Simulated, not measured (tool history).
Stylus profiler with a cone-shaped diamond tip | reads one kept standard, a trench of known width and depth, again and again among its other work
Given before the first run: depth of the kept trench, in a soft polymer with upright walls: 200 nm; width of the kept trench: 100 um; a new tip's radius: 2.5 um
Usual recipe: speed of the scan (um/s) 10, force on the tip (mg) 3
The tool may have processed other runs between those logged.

run,hour,speed of the scan (um/s),force on the tip (mg),depth of the trench (nm),width of the trench's floor (nm)
1,0,10,3,203.16,98040
2,61.3,10,3,203.23,97900
3,136.6,10,3,203.2,97860
4,231.7,3,3,203.21,97750
5,294.8,21,3,203.13,97630
6,351.3,10,3,203.24,97600
7,402.6,10,3,203.33,97520
8,459.5,10,3.26,203.37,97490
9,511.8,38,3,203.24,97380
10,574.9,38,3,203.31,97270
11,665,38,3,203.27,97120
12,735,10,1.19,201.84,97220
13,800.2,10,1.19,201.88,97120
14,880,10,1.19,201.95,97090
15,922,10,1.19,202.01,97050
16,960.7,10,3,203.45,96990
17,1031.9,10,3.25,203.52,97010
18,1077.6,10,3.82,203.95,96920
19,1165.6,10,1.12,201.87,96830
20,1259.7,10,1.12,201.87,96770
21,1298.5,10,4.46,204.4,96800
22,1341.8,10,4.46,204.47,96750
23,1414,10,3,203.48,96620

The next listed run, before its measurement:
24,1472.5,18,4.57,?,?

Run 24 produced depth of the trench (nm) 204.49, width of the trench's floor (nm) 96630.
With the hidden condition absent and the run-to-run variation left alone, this run would have shown depth of the trench (nm) 204.13, width of the trench's floor (nm) 98050.
